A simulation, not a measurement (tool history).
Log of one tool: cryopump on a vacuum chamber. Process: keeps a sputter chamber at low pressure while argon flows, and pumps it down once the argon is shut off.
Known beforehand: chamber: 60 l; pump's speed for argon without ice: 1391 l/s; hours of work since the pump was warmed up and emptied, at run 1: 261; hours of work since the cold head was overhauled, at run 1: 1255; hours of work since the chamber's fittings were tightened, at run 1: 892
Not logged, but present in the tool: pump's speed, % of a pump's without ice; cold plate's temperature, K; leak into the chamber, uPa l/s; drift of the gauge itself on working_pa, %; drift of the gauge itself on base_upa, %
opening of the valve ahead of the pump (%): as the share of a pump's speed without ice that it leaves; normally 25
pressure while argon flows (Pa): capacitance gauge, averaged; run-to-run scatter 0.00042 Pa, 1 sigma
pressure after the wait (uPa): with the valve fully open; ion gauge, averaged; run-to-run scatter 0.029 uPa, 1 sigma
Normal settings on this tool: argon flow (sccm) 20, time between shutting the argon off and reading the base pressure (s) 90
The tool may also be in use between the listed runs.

run,hour,argon flow (sccm),time between shutting the argon off and reading the base pressure (s),opening of the valve ahead of the pump (%),hours of work since the pump was warmed up and emptied,hours of work since the cold head was overhauled,hours of work since the chamber's fittings were tightened,pressure while argon flows (Pa),pressure after the wait (uPa)
1,0.0,20,90,25,261,1255,892,0.0983,1.79
2,26.7,20,90,25,283,1278,914,0.0984,1.84
3,59.2,20,90,25,310,1305,941,0.0992,1.86
4,80.8,20,90,25,328,1323,959,0.0991,1.87
5,99.9,20,90,25,344,1338,975,0.0997,1.89
6,128.8,20,90,25,368,1362,999,0.0999,1.92
7,164.4,20,90,25,397,1392,1029,0.0989,1.94
8,201.3,9,90,25,428,1423,1059,0.0450,1.98
9,236.1,9,90,25,457,1451,1088,0.0446,1.93
10,263.5,9,90,25,479,1474,1111,0.0448,1.99
11,302.0,20,90,25,511,1506,1143,0.0992,2.04
12,341.4,11,95,46,544,1539,1175,0.0306,1.98
13,368.6,28,30,25,567,1561,1198,0.1397,4.39
14,395.2,28,30,25,589,1583,1220,0.1397,4.36
15,416.2,13,47,25,606,1601,1238,0.0646,3.26
16,437.6,30,31,25,624,1619,1255,0.1509,4.25
17,475.8,37,106,35,656,1650,1287,0.1345,1.89
18,517.4,37,106,35,690,1685,1322,0.1341,1.91
19,543.6,37,263,38,712,1707,1343,0.1249,1.33
20,584.0,20,73,58,745,1740,1377,0.0451,2.44
21,601.3,20,131,60,760,1755,1391,0.0440,1.81
22,642.6,20,94,25,794,1789,1426,0.1016,2.10

Below are 3 alternative next runs, each starting from the tool's condition after run 22. Predict each:
A,682.9,20,106,25,827,1822,1459,?,?
B,682.9,29,26,31,827,1822,1459,?,?
C,682.9,20,126,33,827,1822,1459,?,?

run,pressure while argon flows (Pa),pressure after the wait (uPa)
A,0.1013,2.00
B,0.1200,5.16
C,0.0774,1.85
With the hidden condition removed and each run's random variation left untouched, the same runs would have given:
run,pressure while argon flows (Pa),pressure after the wait (uPa)
A,0.0975,1.23
B,0.1144,4.37
C,0.0736,1.07
